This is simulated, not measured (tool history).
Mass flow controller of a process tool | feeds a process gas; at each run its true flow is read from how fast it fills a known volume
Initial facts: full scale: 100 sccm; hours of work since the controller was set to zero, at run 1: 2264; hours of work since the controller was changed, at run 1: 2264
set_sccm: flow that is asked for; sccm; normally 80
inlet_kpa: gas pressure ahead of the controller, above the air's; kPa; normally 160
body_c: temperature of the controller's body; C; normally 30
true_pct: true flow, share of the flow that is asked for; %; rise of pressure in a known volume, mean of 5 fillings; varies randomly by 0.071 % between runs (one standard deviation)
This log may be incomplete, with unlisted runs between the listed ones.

run	hour	set_sccm	inlet_kpa	body_c	hours of work since the controller was set to zero	hours of work since the controller was changed	true_pct
1	0.0	80	160	30	2264	2264	98.26
2	271.4	80	210	30	2432	2432	97.83
3	543.4	80	160	33	2599	2599	98.11
4	768.0	80	160	33	2738	2738	97.97
5	916.5	81	160	30	2830	2830	97.83
6	1052.1	81	160	30	2913	2913	97.86
7	1347.0	81	160	30	3095	3095	97.61
8	1555.0	81	160	30	3223	3223	97.58
9	1823.9	80	160	30	3389	3389	97.46
10	2069.3	80	160	30	3541	3541	97.22
11	2327.1	80	160	30	3700	3700	97.24
12	2534.4	80	160	36	3827	3827	97.33
13	2813.4	80	160	36	4000	4000	97.21
14	2949.5	80	160	30	4084	4084	97.01
15	3110.8	19	160	30	4183	4183	98.53
16	3404.0	19	160	30	4364	4364	98.54
17	3556.1	80	160	30	4458	4458	96.73
18	3788.7	80	160	30	4601	4601	96.54
19	3970.2	80	160	30	4713	4713	96.52
20	4239.4	80	160	30	4879	4879	96.40
21	4473.7	80	160	30	5024	5024	96.33
22	4632.9	80	160	33	5122	5122	96.24
23	4815.9	80	160	36	5235	5235	96.38
# hour 4960.2: controller exchanged for a calibrated one
24	5039.9	80	160	36	49	49	100.03
25	5328.9	44	167	25	227	227	98.70
26	5545.7	12	141	30	361	361	98.99
27	5739.0	80	219	30	480	480	99.34
28	5907.5	80	233	28	584	584	99.03
29	6109.3	89	276	21	709	709	98.58
30	6303.5	89	276	21	829	829	98.49
31	6440.6	89	276	21	913	913	98.48
32	6656.2	55	276	33	1046	1046	98.24
33	6925.1	55	276	33	1212	1212	98.04
34	7122.7	15	250	31	1334	1334	98.35
35	7369.0	43	229	21	1486	1486	97.67
36	7628.2	22	160	28	1646	1646	98.44
37	7833.2	17	160	30	1772	1772	98.70
38	8036.2	17	169	30	1897	1897	98.66
39	8267.5	32	160	23	2040	2040	97.85
40	8539.1	32	160	23	2208	2208	97.61
41	8664.5	32	228	23	2285	2285	97.40
42	8787.2	32	228	23	2361	2361	97.23
43	9079.1	36	167	23	2541	2541	97.49
44	9370.3	61	190	28	2720	2720	97.41
45	9510.8	68	279	36	2807	2807	97.40
46	9777.1	68	279	36	2971	2971	97.13
47	10042.8	80	160	25	3135	3135	97.34
48	10304.8	80	160	25	3297	3297	97.38

Each row is a separate what-if for the run after 48, all from the same tool condition, not one after another. Results?
A	10486.3	80	160	21	3409	3409	?
B	10486.3	31	242	26	3409	3409	?
C	10486.3	80	228	29	3409	3409	?

run	true_pct
A	97.22
B	96.98
C	97.13
What these runs would have given with no unlogged condition in the tool:
run	true_pct
A	99.67
B	98.19
C	99.59

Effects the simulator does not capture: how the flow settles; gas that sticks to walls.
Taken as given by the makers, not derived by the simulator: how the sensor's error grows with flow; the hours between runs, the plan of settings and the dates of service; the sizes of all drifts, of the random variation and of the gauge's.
